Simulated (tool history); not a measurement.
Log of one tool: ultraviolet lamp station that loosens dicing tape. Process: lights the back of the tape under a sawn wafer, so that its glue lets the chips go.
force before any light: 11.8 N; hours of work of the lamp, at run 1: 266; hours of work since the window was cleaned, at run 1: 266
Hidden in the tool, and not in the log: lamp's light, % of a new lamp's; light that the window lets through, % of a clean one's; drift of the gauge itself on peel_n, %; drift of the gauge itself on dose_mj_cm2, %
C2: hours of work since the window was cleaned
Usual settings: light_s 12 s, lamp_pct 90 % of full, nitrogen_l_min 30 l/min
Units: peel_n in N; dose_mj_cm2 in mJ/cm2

{"run": 1, "hour": 0.0, "light_s": 12, "lamp_pct": 90, "nitrogen_l_min": 30, "hours of work of the lamp": 266, "C2": 266, "peel_n": 1.049, "dose_mj_cm2": 304}
{"run": 2, "hour": 40.6, "light_s": 12, "lamp_pct": 90, "nitrogen_l_min": 30, "hours of work of the lamp": 293, "C2": 293, "peel_n": 1.065, "dose_mj_cm2": 298}
{"run": 3, "hour": 101.1, "light_s": 12, "lamp_pct": 90, "nitrogen_l_min": 30, "hours of work of the lamp": 334, "C2": 334, "peel_n": 1.099, "dose_mj_cm2": 289}
{"hour": 106.1, "done": "window cleaned of glue's vapour"}
{"run": 4, "hour": 152.5, "light_s": 12, "lamp_pct": 90, "nitrogen_l_min": 30, "hours of work of the lamp": 368, "C2": 31, "peel_n": 0.871, "dose_mj_cm2": 327}
{"run": 5, "hour": 206.0, "light_s": 12, "lamp_pct": 90, "nitrogen_l_min": 30, "hours of work of the lamp": 404, "C2": 67, "peel_n": 0.965, "dose_mj_cm2": 318}
{"run": 6, "hour": 237.7, "light_s": 12, "lamp_pct": 90, "nitrogen_l_min": 30, "hours of work of the lamp": 425, "C2": 88, "peel_n": 0.927, "dose_mj_cm2": 320}
{"run": 7, "hour": 276.2, "light_s": 12, "lamp_pct": 90, "nitrogen_l_min": 30, "hours of work of the lamp": 451, "C2": 114, "peel_n": 0.941, "dose_mj_cm2": 312}
{"run": 8, "hour": 309.0, "light_s": 12, "lamp_pct": 90, "nitrogen_l_min": 30, "hours of work of the lamp": 473, "C2": 136, "peel_n": 0.996, "dose_mj_cm2": 306}
{"run": 9, "hour": 364.3, "light_s": 12, "lamp_pct": 66, "nitrogen_l_min": 30, "hours of work of the lamp": 511, "C2": 173, "peel_n": 1.816, "dose_mj_cm2": 217}
{"run": 10, "hour": 391.5, "light_s": 12, "lamp_pct": 90, "nitrogen_l_min": 30, "hours of work of the lamp": 529, "C2": 192, "peel_n": 1.033, "dose_mj_cm2": 297}
{"run": 11, "hour": 422.3, "light_s": 12, "lamp_pct": 90, "nitrogen_l_min": 30, "hours of work of the lamp": 549, "C2": 212, "peel_n": 1.097, "dose_mj_cm2": 295}
{"run": 12, "hour": 467.5, "light_s": 17, "lamp_pct": 90, "nitrogen_l_min": 30, "hours of work of the lamp": 580, "C2": 243, "peel_n": 0.515, "dose_mj_cm2": 410}
{"run": 13, "hour": 515.0, "light_s": 8, "lamp_pct": 90, "nitrogen_l_min": 11, "hours of work of the lamp": 612, "C2": 275, "peel_n": 3.909, "dose_mj_cm2": 188}
{"run": 14, "hour": 553.7, "light_s": 12, "lamp_pct": 75, "nitrogen_l_min": 16, "hours of work of the lamp": 638, "C2": 301, "peel_n": 2.589, "dose_mj_cm2": 234}
{"run": 15, "hour": 590.4, "light_s": 12, "lamp_pct": 75, "nitrogen_l_min": 16, "hours of work of the lamp": 662, "C2": 325, "peel_n": 2.577, "dose_mj_cm2": 233}
{"hour": 612.6, "done": "window cleaned of glue's vapour"}
{"run": 16, "hour": 632.4, "light_s": 12, "lamp_pct": 75, "nitrogen_l_min": 16, "hours of work of the lamp": 690, "C2": 13, "peel_n": 2.161, "dose_mj_cm2": 264}
{"run": 17, "hour": 675.9, "light_s": 18, "lamp_pct": 97, "nitrogen_l_min": 53, "hours of work of the lamp": 720, "C2": 43, "peel_n": 0.249, "dose_mj_cm2": 506}
{"run": 18, "hour": 703.9, "light_s": 12, "lamp_pct": 61, "nitrogen_l_min": 30, "hours of work of the lamp": 738, "C2": 61, "peel_n": 2.156, "dose_mj_cm2": 208}
{"run": 19, "hour": 763.8, "light_s": 10, "lamp_pct": 75, "nitrogen_l_min": 17, "hours of work of the lamp": 779, "C2": 102, "peel_n": 2.868, "dose_mj_cm2": 208}

The same runs without the tool's hidden state, with the same run-to-run variation:
run=1 peel_n=0.754 dose_mj_cm2=353
run=2 peel_n=0.741 dose_mj_cm2=351
run=3 peel_n=0.734 dose_mj_cm2=348
run=4 peel_n=0.728 dose_mj_cm2=354
run=5 peel_n=0.776 dose_mj_cm2=352
run=6 peel_n=0.726 dose_mj_cm2=357
run=7 peel_n=0.717 dose_mj_cm2=352
run=8 peel_n=0.742 dose_mj_cm2=349
run=9 peel_n=1.375 dose_mj_cm2=253
run=10 peel_n=0.722 dose_mj_cm2=349
run=11 peel_n=0.752 dose_mj_cm2=351
run=12 peel_n=0.343 dose_mj_cm2=495
run=13 peel_n=3.065 dose_mj_cm2=232
run=14 peel_n=1.81 dose_mj_cm2=291
run=15 peel_n=1.765 dose_mj_cm2=294
run=16 peel_n=1.771 dose_mj_cm2=296
run=17 peel_n=0.216 dose_mj_cm2=576
run=18 peel_n=1.692 dose_mj_cm2=239
run=19 peel_n=2.265 dose_mj_cm2=245

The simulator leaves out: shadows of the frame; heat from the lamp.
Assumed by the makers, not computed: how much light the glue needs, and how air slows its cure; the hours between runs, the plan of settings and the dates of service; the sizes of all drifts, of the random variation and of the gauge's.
